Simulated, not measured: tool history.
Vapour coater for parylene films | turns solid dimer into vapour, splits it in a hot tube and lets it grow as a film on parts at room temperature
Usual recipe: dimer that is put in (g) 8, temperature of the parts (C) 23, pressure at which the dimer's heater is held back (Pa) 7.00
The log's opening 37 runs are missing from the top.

run,hour,dimer that is put in (g),temperature of the parts (C),pressure at which the dimer's heater is held back (Pa),thickness of the film (µm)
# hour 792.0: gauge calibrated
38,801.0,7,34,7.00,1.009
39,825.0,12,23,7.00,2.612
40,842.1,12,23,7.00,2.613
41,855.5,5,31,5.42,0.821
42,881.3,4,15,5.42,1.189
43,910.1,4,15,5.42,1.179
44,934.3,12,23,7.00,2.619
45,950.1,8,20,8.65,1.906
46,964.0,5,29,3.43,0.925

Forecast each of these 5 alternatives for the next run:
A,987.0,5,34,3.18,?
B,987.0,8,23,7.22,?
C,987.0,8,28,3.33,?
D,987.0,8,17,4.57,?
E,987.0,4,19,4.81,?

run,thickness of the film (µm)
A,0.767
B,1.719
C,1.560
D,2.266
E,1.035
Without the tool's hidden state the same runs would have given:
run,thickness of the film (µm)
A,0.773
B,1.733
C,1.572
D,2.284
E,1.044

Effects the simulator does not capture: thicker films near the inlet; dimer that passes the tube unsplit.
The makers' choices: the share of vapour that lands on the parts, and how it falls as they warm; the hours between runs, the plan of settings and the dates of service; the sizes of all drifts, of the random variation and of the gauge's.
